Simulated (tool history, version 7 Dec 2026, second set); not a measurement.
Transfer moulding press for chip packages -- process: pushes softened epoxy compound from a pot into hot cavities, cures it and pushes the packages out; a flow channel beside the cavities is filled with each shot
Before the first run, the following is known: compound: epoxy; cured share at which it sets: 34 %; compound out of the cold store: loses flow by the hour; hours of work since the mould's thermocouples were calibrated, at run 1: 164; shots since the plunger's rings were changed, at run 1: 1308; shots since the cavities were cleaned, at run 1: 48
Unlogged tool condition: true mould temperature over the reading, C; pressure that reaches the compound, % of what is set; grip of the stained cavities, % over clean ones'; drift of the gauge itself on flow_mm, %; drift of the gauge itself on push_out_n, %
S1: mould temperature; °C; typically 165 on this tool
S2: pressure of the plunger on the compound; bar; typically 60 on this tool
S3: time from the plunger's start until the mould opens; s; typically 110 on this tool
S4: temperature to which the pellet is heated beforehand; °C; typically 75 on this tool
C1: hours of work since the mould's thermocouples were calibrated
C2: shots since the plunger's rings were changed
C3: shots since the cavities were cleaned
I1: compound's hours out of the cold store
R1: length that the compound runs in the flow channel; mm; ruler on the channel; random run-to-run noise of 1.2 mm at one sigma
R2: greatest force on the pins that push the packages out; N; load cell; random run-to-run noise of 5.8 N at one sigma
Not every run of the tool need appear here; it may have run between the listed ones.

| run | hour | S1 | S2 | S3 | S4 | C1 | C2 | C3 | I1 | R1 | R2 |
|---|---|---|---|---|---|---|---|---|---|---|---|
| 1 | 0 | 165 | 60 | 110 | 75 | 164 | 1308 | 48 | 8.9 | 691 | 235 |
| 2 | 10.7 | 165 | 60 | 110 | 75 | 171 | 1429 | 169 | 32 | 639 | 258 |
| 3 | 28.9 | 165 | 60 | 121 | 75 | 183 | 1635 | 375 | 12.5 | 680 | 290 |
| 4 | 49 | 165 | 60 | 121 | 75 | 196 | 1863 | 603 | 27.1 | 646 | 326 |
| 5 | 59.9 | 165 | 60 | 121 | 75 | 204 | 1987 | 727 | 21.1 | 656 | 331 |
| 6 | 73.1 | 165 | 60 | 121 | 75 | 212 | 2136 | 876 | 47 | 601 | 342 |
| 7 | 91.5 | 165 | 60 | 100 | 75 | 225 | 2344 | 1084 | 34.7 | 627 | 446 |
|  | 94.6 | cavities cleaned with cleaning compound and waxed |
| 8 | 102 | 165 | 60 | 100 | 75 | 231 | 2447 | 85 | 32.8 | 626 | 472 |
| 9 | 112.1 | 165 | 60 | 100 | 75 | 237 | 2560 | 198 | 29.6 | 634 | 504 |
| 10 | 132.1 | 165 | 60 | 100 | 75 | 251 | 2788 | 426 | 32 | 628 | 507 |
| 11 | 144.8 | 165 | 60 | 110 | 68 | 259 | 2931 | 569 | 17.8 | 657 | 478 |
|  | 154.9 | plunger's sealing rings changed |
| 12 | 163.1 | 165 | 60 | 110 | 68 | 269 | 93 | 748 | 22.4 | 662 | 470 |
| 13 | 178.8 | 165 | 60 | 110 | 75 | 280 | 271 | 926 | 34.9 | 635 | 453 |
| 14 | 191.9 | 165 | 60 | 92 | 75 | 288 | 419 | 1074 | 30.2 | 644 | 607 |
|  | 195.7 | cavities cleaned with cleaning compound and waxed |
| 15 | 210.6 | 161 | 60 | 92 | 80 | 300 | 614 | 169 | 33 | 650 | 448 |
|  | 213.7 | cavities cleaned with cleaning compound and waxed, once more |
| 16 | 224.2 | 161 | 60 | 94 | 84 | 308 | 752 | 120 | 41.7 | 630 | 405 |
| 17 | 239.2 | 163 | 48 | 94 | 84 | 318 | 922 | 290 | 35 | 569 | 418 |
| 18 | 257.6 | 165 | 60 | 91 | 71 | 330 | 1130 | 498 | 41.1 | 617 | 444 |
| 19 | 266.9 | 165 | 60 | 91 | 71 | 336 | 1235 | 603 | 14.3 | 675 | 495 |
| 20 | 281.3 | 165 | 60 | 110 | 84 | 346 | 1399 | 767 | 47.3 | 601 | 353 |
| 21 | 301.8 | 160 | 72.3 | 110 | 75 | 359 | 1631 | 999 | 36.6 | 700 | 513 |
|  | 311.3 | cavities cleaned with cleaning compound and waxed |
| 22 | 322.3 | 165 | 67.4 | 112 | 82 | 372 | 1846 | 125 | 14.5 | 707 | 237 |
| 23 | 335.9 | 165 | 60 | 99 | 75 | 381 | 2000 | 279 | 44 | 603 | 326 |
| 24 | 350.2 | 165 | 57.8 | 110 | 75 | 390 | 2161 | 440 | 43.6 | 595 | 306 |
| 25 | 370.2 | 165 | 57.8 | 110 | 75 | 404 | 2388 | 667 | 30.7 | 617 | 321 |
|  | 380.3 | mould's thermocouples calibrated |
| 26 | 393.1 | 165 | 59.5 | 110 | 84 | 8 | 2625 | 904 | 40.6 | 607 | 354 |
|  | 412.3 | cavities cleaned with cleaning compound and waxed |
| 27 | 413.2 | 165 | 59.5 | 110 | 83 | 21 | 2835 | 10 | 37.4 | 607 | 207 |
| 28 | 424 | 169 | 54.8 | 141 | 71 | 28 | 2959 | 134 | 14 | 619 | 211 |

Forecast each of these 4 alternatives for the next run:
|  | 431.1 | plunger's sealing rings changed |
| A | 446.3 | 165 | 60 | 110 | 75 | 41 | 173 | 358 | 13.1 | ? | ? |
|  | 431.1 | plunger's sealing rings changed |
| B | 446.3 | 173 | 46 | 94 | 75 | 41 | 173 | 358 | 29 | ? | ? |
|  | 431.1 | plunger's sealing rings changed |
| C | 446.3 | 165 | 60 | 101 | 75 | 41 | 173 | 358 | 22.7 | ? | ? |
|  | 431.1 | plunger's sealing rings changed |
| D | 446.3 | 161 | 54.8 | 141 | 66 | 41 | 173 | 358 | 12.2 | ? | ? |

| run | R1 | R2 |
|---|---|---|
| A | 686 | 305 |
| B | 549 | 262 |
| C | 665 | 347 |
| D | 673 | 274 |
Without the tool's unlogged condition, the same runs would have read:
| run | R1 | R2 |
|---|---|---|
| A | 688 | 214 |
| B | 551 | 180 |
| C | 668 | 243 |
| D | 676 | 191 |
